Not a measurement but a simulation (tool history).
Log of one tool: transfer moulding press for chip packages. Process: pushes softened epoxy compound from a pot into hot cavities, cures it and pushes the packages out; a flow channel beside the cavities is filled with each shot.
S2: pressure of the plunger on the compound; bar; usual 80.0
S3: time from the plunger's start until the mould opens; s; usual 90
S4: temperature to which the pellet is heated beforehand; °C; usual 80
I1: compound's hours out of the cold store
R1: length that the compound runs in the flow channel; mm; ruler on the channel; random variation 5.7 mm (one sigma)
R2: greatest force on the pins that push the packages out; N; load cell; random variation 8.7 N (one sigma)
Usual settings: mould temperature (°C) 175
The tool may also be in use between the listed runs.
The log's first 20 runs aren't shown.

{"run": 21, "day": 5.325, "mould temperature (°C)": 171, "S2": 81.7, "S3": 90, "S4": 86, "I1": 20.6, "R1": 655, "R2": 735}
{"run": 22, "day": 5.654, "mould temperature (°C)": 175, "S2": 80.0, "S3": 90, "S4": 88, "I1": 10.5, "R1": 689, "R2": 610}
{"run": 23, "day": 5.992, "mould temperature (°C)": 175, "S2": 84.2, "S3": 77, "S4": 70, "I1": 19.7, "R1": 688, "R2": 912}
{"run": 24, "day": 6.175, "mould temperature (°C)": 175, "S2": 84.2, "S3": 86, "S4": 71, "I1": 22.9, "R1": 667, "R2": 687}
{"run": 25, "day": 6.35, "mould temperature (°C)": 176, "S2": 75.5, "S3": 97, "S4": 80, "I1": 26.9, "R1": 606, "R2": 547}
{"run": 26, "day": 6.55, "mould temperature (°C)": 176, "S2": 75.5, "S3": 97, "S4": 80, "I1": 30.2, "R1": 598, "R2": 555}
{"day": 6.654, "done": "cavities cleaned with cleaning compound and waxed"}
{"run": 27, "day": 6.979, "mould temperature (°C)": 176, "S2": 75.5, "S3": 97, "S4": 80, "I1": 45.2, "R1": 531, "R2": 360}
{"run": 28, "day": 7.175, "mould temperature (°C)": 176, "S2": 68.5, "S3": 97, "S4": 74, "I1": 44.5, "R1": 518, "R2": 399}
{"run": 29, "day": 7.554, "mould temperature (°C)": 176, "S2": 68.5, "S3": 97, "S4": 74, "I1": 36.5, "R1": 538, "R2": 424}
{"run": 30, "day": 7.808, "mould temperature (°C)": 167, "S2": 93.2, "S3": 91, "S4": 80, "I1": 13.3, "R1": 750, "R2": 855}

Forecast each of these 3 alternatives for the next run:
{"run": "A", "day": 8.092, "mould temperature (°C)": 174, "S2": 93.2, "S3": 100, "S4": 80, "I1": 29.7, "R1": "?", "R2": "?"}
{"run": "B", "day": 8.092, "mould temperature (°C)": 178, "S2": 67.2, "S3": 90, "S4": 80, "I1": 15.1, "R1": "?", "R2": "?"}
{"run": "C", "day": 8.092, "mould temperature (°C)": 167, "S2": 93.2, "S3": 91, "S4": 76, "I1": 40.9, "R1": "?", "R2": "?"}

run=A R1=659 R2=468
run=B R1=606 R2=470
run=C R1=641 R2=757
Without the tool's hidden state the same runs would have given:
run=A R1=693 R2=355
run=B R1=638 R2=356
run=C R1=675 R2=587
